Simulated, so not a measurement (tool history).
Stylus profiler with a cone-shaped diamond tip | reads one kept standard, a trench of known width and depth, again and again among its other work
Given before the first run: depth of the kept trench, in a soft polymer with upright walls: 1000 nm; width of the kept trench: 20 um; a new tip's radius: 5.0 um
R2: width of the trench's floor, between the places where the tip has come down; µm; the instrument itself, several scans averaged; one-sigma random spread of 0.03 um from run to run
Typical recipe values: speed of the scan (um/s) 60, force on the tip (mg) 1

run 1 day=0 | speed_of_the_scan_(um/s)=60 force_on_the_tip_(mg)=1 | depth_of_the_trench_(nm)=1010.21 R2=13.01
run 2 day=1.429 | speed_of_the_scan_(um/s)=60 force_on_the_tip_(mg)=1 | depth_of_the_trench_(nm)=1010.38 R2=13
run 3 day=4.458 | speed_of_the_scan_(um/s)=60 force_on_the_tip_(mg)=1 | depth_of_the_trench_(nm)=1011.16 R2=12.97
run 4 day=6.642 | speed_of_the_scan_(um/s)=60 force_on_the_tip_(mg)=1 | depth_of_the_trench_(nm)=1010.97 R2=12.97
run 5 day=9.546 | speed_of_the_scan_(um/s)=60 force_on_the_tip_(mg)=1 | depth_of_the_trench_(nm)=1010.81 R2=12.89
run 6 day=12.212 | speed_of_the_scan_(um/s)=60 force_on_the_tip_(mg)=1 | depth_of_the_trench_(nm)=1011.23 R2=12.94
run 7 day=14.038 | speed_of_the_scan_(um/s)=60 force_on_the_tip_(mg)=1 | depth_of_the_trench_(nm)=1011.03 R2=12.87
run 8 day=16.883 | speed_of_the_scan_(um/s)=60 force_on_the_tip_(mg)=1 | depth_of_the_trench_(nm)=1011.5 R2=12.83
run 9 day=18.958 | speed_of_the_scan_(um/s)=60 force_on_the_tip_(mg)=1 | depth_of_the_trench_(nm)=1011.59 R2=12.8
run 10 day=21.083 | speed_of_the_scan_(um/s)=60 force_on_the_tip_(mg)=1 | depth_of_the_trench_(nm)=1011.78 R2=12.85
run 11 day=22.475 | speed_of_the_scan_(um/s)=60 force_on_the_tip_(mg)=1 | depth_of_the_trench_(nm)=1011.59 R2=12.82
run 12 day=24.408 | speed_of_the_scan_(um/s)=60 force_on_the_tip_(mg)=1 | depth_of_the_trench_(nm)=1011.55 R2=12.79
run 13 day=26.367 | speed_of_the_scan_(um/s)=180 force_on_the_tip_(mg)=1 | depth_of_the_trench_(nm)=1012.04 R2=12.19
-- day=28.304 height scale calibrated on a step standard
run 14 day=28.738 | speed_of_the_scan_(um/s)=180 force_on_the_tip_(mg)=1 | depth_of_the_trench_(nm)=1014.42 R2=12.2
run 15 day=30.038 | speed_of_the_scan_(um/s)=180 force_on_the_tip_(mg)=1 | depth_of_the_trench_(nm)=1014.41 R2=12.16
run 16 day=32.221 | speed_of_the_scan_(um/s)=180 force_on_the_tip_(mg)=1 | depth_of_the_trench_(nm)=1014.54 R2=12.16
run 17 day=33.779 | speed_of_the_scan_(um/s)=180 force_on_the_tip_(mg)=1 | depth_of_the_trench_(nm)=1014.44 R2=12.1
run 18 day=35.204 | speed_of_the_scan_(um/s)=180 force_on_the_tip_(mg)=1 | depth_of_the_trench_(nm)=1014.62 R2=12.11
run 19 day=38.008 | speed_of_the_scan_(um/s)=180 force_on_the_tip_(mg)=1 | depth_of_the_trench_(nm)=1015.01 R2=12.09
run 20 day=39.538 | speed_of_the_scan_(um/s)=180 force_on_the_tip_(mg)=1 | depth_of_the_trench_(nm)=1014.59 R2=12.11
run 21 day=41.321 | speed_of_the_scan_(um/s)=180 force_on_the_tip_(mg)=1 | depth_of_the_trench_(nm)=1014.98 R2=12.09
run 22 day=44.292 | speed_of_the_scan_(um/s)=152 force_on_the_tip_(mg)=0.81 | depth_of_the_trench_(nm)=1014 R2=12.12
-- day=45.021 height scale calibrated on a step standard, once more
run 23 day=45.888 | speed_of_the_scan_(um/s)=152 force_on_the_tip_(mg)=0.81 | depth_of_the_trench_(nm)=1007.76 R2=12.09
run 24 day=48.821 | speed_of_the_scan_(um/s)=22 force_on_the_tip_(mg)=0.57 | depth_of_the_trench_(nm)=1006.67 R2=12.74
run 25 day=50.75 | speed_of_the_scan_(um/s)=22 force_on_the_tip_(mg)=0.57 | depth_of_the_trench_(nm)=1006.12 R2=12.75
run 26 day=53.638 | speed_of_the_scan_(um/s)=87 force_on_the_tip_(mg)=0.33 | depth_of_the_trench_(nm)=1005.07 R2=12.08
run 27 day=56.442 | speed_of_the_scan_(um/s)=233 force_on_the_tip_(mg)=0.51 | depth_of_the_trench_(nm)=1006.73 R2=11.19
run 28 day=59.412 | speed_of_the_scan_(um/s)=233 force_on_the_tip_(mg)=2.12 | depth_of_the_trench_(nm)=1015.82 R2=12.03
run 29 day=61.704 | speed_of_the_scan_(um/s)=233 force_on_the_tip_(mg)=2.12 | depth_of_the_trench_(nm)=1016.07 R2=11.96
run 30 day=63.067 | speed_of_the_scan_(um/s)=233 force_on_the_tip_(mg)=2.12 | depth_of_the_trench_(nm)=1016.03 R2=11.96
run 31 day=65.729 | speed_of_the_scan_(um/s)=233 force_on_the_tip_(mg)=2.12 | depth_of_the_trench_(nm)=1016.12 R2=11.95
run 32 day=67.996 | speed_of_the_scan_(um/s)=26 force_on_the_tip_(mg)=1.53 | depth_of_the_trench_(nm)=1013.34 R2=12.59
run 33 day=70.067 | speed_of_the_scan_(um/s)=26 force_on_the_tip_(mg)=1.53 | depth_of_the_trench_(nm)=1013.82 R2=12.63
run 34 day=72.512 | speed_of_the_scan_(um/s)=60 force_on_the_tip_(mg)=2.83 | depth_of_the_trench_(nm)=1019.64 R2=12.5
run 35 day=73.804 | speed_of_the_scan_(um/s)=104 force_on_the_tip_(mg)=1.04 | depth_of_the_trench_(nm)=1011.1 R2=12.18
run 36 day=75.092 | speed_of_the_scan_(um/s)=60 force_on_the_tip_(mg)=2.77 | depth_of_the_trench_(nm)=1019.15 R2=12.52
run 37 day=77.529 | speed_of_the_scan_(um/s)=60 force_on_the_tip_(mg)=2.77 | depth_of_the_trench_(nm)=1019.66 R2=12.45
run 38 day=80.283 | speed_of_the_scan_(um/s)=60 force_on_the_tip_(mg)=0.41 | depth_of_the_trench_(nm)=1006.98 R2=12.16
run 39 day=82.242 | speed_of_the_scan_(um/s)=171 force_on_the_tip_(mg)=0.89 | depth_of_the_trench_(nm)=1010.76 R2=11.7
run 40 day=84.688 | speed_of_the_scan_(um/s)=37 force_on_the_tip_(mg)=1.07 | depth_of_the_trench_(nm)=1012.1 R2=12.38
run 41 day=86.292 | speed_of_the_scan_(um/s)=144 force_on_the_tip_(mg)=1.22 | depth_of_the_trench_(nm)=1013.28 R2=11.94

Each row is a separate what-if for the run after 41, all from the same tool condition, not one after another. Results?
run A day=87.85 | speed_of_the_scan_(um/s)=22 force_on_the_tip_(mg)=0.76 | depth_of_the_trench_(nm)=? R2=?
run B day=87.85 | speed_of_the_scan_(um/s)=184 force_on_the_tip_(mg)=2.11 | depth_of_the_trench_(nm)=? R2=?
run C day=87.85 | speed_of_the_scan_(um/s)=18 force_on_the_tip_(mg)=0.51 | depth_of_the_trench_(nm)=? R2=?

run=A depth_of_the_trench_(nm)=1010.21 R2=12.48
run=B depth_of_the_trench_(nm)=1017.49 R2=11.94
run=C depth_of_the_trench_(nm)=1008.49 R2=12.46
Without the tool's hidden state the same runs would have given:
run=A depth_of_the_trench_(nm)=1007.33 R2=13.92
run=B depth_of_the_trench_(nm)=1014.59 R2=13.38
run=C depth_of_the_trench_(nm)=1005.62 R2=13.89

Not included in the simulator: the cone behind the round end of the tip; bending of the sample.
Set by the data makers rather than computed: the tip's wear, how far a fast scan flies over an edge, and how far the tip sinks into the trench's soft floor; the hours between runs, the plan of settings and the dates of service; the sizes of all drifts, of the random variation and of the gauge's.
